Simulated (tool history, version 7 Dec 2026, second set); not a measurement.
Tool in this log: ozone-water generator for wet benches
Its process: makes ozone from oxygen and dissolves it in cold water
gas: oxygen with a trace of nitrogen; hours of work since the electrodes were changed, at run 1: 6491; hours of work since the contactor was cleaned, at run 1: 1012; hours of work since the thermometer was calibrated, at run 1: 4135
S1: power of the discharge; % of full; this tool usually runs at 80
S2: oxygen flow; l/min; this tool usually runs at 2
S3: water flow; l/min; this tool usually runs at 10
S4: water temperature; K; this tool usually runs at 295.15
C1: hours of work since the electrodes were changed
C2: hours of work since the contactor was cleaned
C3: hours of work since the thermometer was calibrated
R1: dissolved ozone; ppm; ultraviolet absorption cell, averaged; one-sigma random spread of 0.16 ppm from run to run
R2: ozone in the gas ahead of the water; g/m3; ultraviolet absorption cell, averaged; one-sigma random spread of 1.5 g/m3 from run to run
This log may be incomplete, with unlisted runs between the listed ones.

Run 1, hour 0: usual settings; C1 6491; C2 1012; C3 4135. Result: R1 18.7 ppm, R2 273.1 g/m3.
Run 2, hour 149.7: usual settings; C1 6597; C2 1118; C3 4241. Result: R1 18.8 ppm, R2 269 g/m3.
At hour 224: water thermometer calibrated.
Run 3, hour 264.8: usual settings; C1 6678; C2 1199; C3 29. Result: R1 18.8 ppm, R2 270.4 g/m3.
Run 4, hour 496: usual settings; C1 6842; C2 1363; C3 193. Result: R1 18.9 ppm, R2 267.5 g/m3.
Run 5, hour 643.7: usual settings; C1 6947; C2 1467; C3 297. Result: R1 18.8 ppm, R2 269.2 g/m3.
Run 6, hour 769.3: usual settings but S3 8 l/min; C1 7035; C2 1556; C3 386. Result: R1 23.1 ppm, R2 269.2 g/m3.
Run 7, hour 865.7: usual settings but S3 8 l/min; C1 7104; C2 1625; C3 454. Result: R1 23.4 ppm, R2 268.2 g/m3.
Run 8, hour 1066.5: usual settings but S1 47 % of full; C1 7246; C2 1767; C3 597. Result: R1 12.9 ppm, R2 184.3 g/m3.
Run 9, hour 1185.7: usual settings but S1 47 % of full; C1 7330; C2 1851; C3 681. Result: R1 12.8 ppm, R2 184.2 g/m3.
Run 10, hour 1360.6: usual settings but S1 47 % of full; C1 7454; C2 1975; C3 805. Result: R1 12.8 ppm, R2 184.4 g/m3.
Run 11, hour 1577.9: usual settings but S1 47 % of full; C1 7608; C2 2129; C3 959. Result: R1 12.6 ppm, R2 183.9 g/m3.
Run 12, hour 1721.5: usual settings; C1 7710; C2 2230; C3 1060. Result: R1 18.6 ppm, R2 264.6 g/m3.
Run 13, hour 1881.2: usual settings but S4 289.15 K; C1 7823; C2 2343; C3 1173. Result: R1 19.7 ppm, R2 266.7 g/m3.
Run 14, hour 1984.4: usual settings but S3 11 l/min; C1 7896; C2 2417; C3 1246. Result: R1 16.6 ppm, R2 266.4 g/m3.
Run 15, hour 2212: usual settings but S2 1.05 l/min; C1 8057; C2 2578; C3 1408. Result: R1 16.5 ppm, R2 368.3 g/m3.
Run 16, hour 2346.6: usual settings but S2 1.05 l/min; C1 8152; C2 2673; C3 1503. Result: R1 16.4 ppm, R2 363.6 g/m3.
Run 17, hour 2458.5: usual settings but S2 1.12 l/min; C1 8231; C2 2752; C3 1582. Result: R1 16.6 ppm, R2 353.5 g/m3.
At hour 2474.7: contactor cleaned.
Run 18, hour 2586.3: usual settings but S1 100 % of full, S2 2.91 l/min, S4 292.15 K; C1 8319; C2 79; C3 1670. Result: R1 22.4 ppm, R2 257.8 g/m3.
Run 19, hour 2773.8: usual settings but S1 75 % of full, S2 1.77 l/min; C1 8452; C2 212; C3 1802. Result: R1 16.5 ppm, R2 269.5 g/m3.
Run 20, hour 2877.1: usual settings but S1 75 % of full, S2 1.77 l/min; C1 8525; C2 285; C3 1876. Result: R1 16.6 ppm, R2 270.4 g/m3.
Run 21, hour 2999.3: usual settings but S1 75 % of full, S2 1.77 l/min; C1 8611; C2 371; C3 1962. Result: R1 16.8 ppm, R2 265.7 g/m3.
Run 22, hour 3196.9: usual settings but S1 75 % of full, S2 1.77 l/min; C1 8751; C2 511; C3 2102. Result: R1 16.5 ppm, R2 268.8 g/m3.
At hour 3388.4: contactor cleaned, once more.
Run 23, hour 3410.5: usual settings but S1 54 % of full, S2 2.58 l/min, S3 9 l/min, S4 290.15 K; C1 8900; C2 16; C3 2250. Result: R1 17.2 ppm, R2 175.7 g/m3.
Run 24, hour 3535.2: usual settings but S1 66 % of full, S2 1.14 l/min, S3 9 l/min, S4 300.15 K; C1 8988; C2 104; C3 2339. Result: R1 15.9 ppm, R2 305.4 g/m3.
Run 25, hour 3635.5: usual settings but S1 81 % of full, S2 1.09 l/min, S3 8 l/min, S4 288.15 K; C1 9059; C2 175; C3 2410. Result: R1 23.4 ppm, R2 360.6 g/m3.
Run 26, hour 3755.8: usual settings but S1 81 % of full, S2 1.09 l/min, S3 7 l/min, S4 292.15 K; C1 9144; C2 260; C3 2495. Result: R1 25.7 ppm, R2 365.2 g/m3.
Run 27, hour 3969.3: usual settings but S1 81 % of full, S2 1.09 l/min, S3 7 l/min, S4 292.15 K; C1 9295; C2 411; C3 2646. Result: R1 25.8 ppm, R2 358.2 g/m3.
Run 28, hour 4146.4: usual settings but S1 81 % of full, S2 1.09 l/min, S3 7 l/min, S4 292.15 K; C1 9421; C2 537; C3 2771. Result: R1 26.2 ppm, R2 358.1 g/m3.
Run 29, hour 4331.2: usual settings but S1 84 % of full, S2 1.39 l/min, S3 12 l/min, S4 291.15 K; C1 9552; C2 668; C3 2902. Result: R1 15.2 ppm, R2 323.1 g/m3.
Run 30, hour 4452: usual settings but S4 299.15 K; C1 9637; C2 753; C3 2988. Result: R1 17.2 ppm, R2 261.4 g/m3.

For run 31, what comes out?
Run 31, hour 4618.8: usual settings but S4 299.15 K; C1 9755; C2 871; C3 3106. Result: R1 ?, R2 ?.

Run 31 produced R1 17.2 ppm, R2 261 g/m3.
Were there no unlogged condition in the tool, this run, its random variation unchanged, would have produced R1 19.3 ppm, R2 289.4 g/m3.
